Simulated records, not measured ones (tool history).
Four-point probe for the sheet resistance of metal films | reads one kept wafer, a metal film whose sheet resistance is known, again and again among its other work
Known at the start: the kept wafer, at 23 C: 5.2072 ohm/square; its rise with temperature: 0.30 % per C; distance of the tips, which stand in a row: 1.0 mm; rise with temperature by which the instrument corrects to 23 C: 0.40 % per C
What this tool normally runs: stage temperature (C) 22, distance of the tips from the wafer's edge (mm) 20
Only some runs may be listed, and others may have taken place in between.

run,hour,stage temperature (C),distance of the tips from the wafer's edge (mm),sheet resistance as the instrument gives it (ohm/square)
1,0,22,20,5.219205
2,31.5,22,18,5.220951
3,65,29,20,5.183284
4,93.5,29,20,5.183464
5,134.6,29,20,5.180636
6,169.9,24,20,5.207928
7,206.3,24,20,5.209137
8,239.2,34,16,5.163643
9,268.8,25,18,5.206088
10,291.1,34,20,5.159217
11,317.9,29,16,5.187311
12,339.3,29,16,5.188724
13,369.5,33,26,5.160963
14,397.7,33,26,5.160687

Alternative continuations, all from the tool just after run 14; predict every row:
A,437.7,25,22,?
B,437.7,30,12,?
C,437.7,30,25,?

run,sheet resistance as the instrument gives it (ohm/square)
A,5.203592
B,5.191736
C,5.176079
Stripped of hidden state, with their random variation kept, the same runs would have yielded:
run,sheet resistance as the instrument gives it (ohm/square)
A,5.203587
B,5.191732
C,5.176074
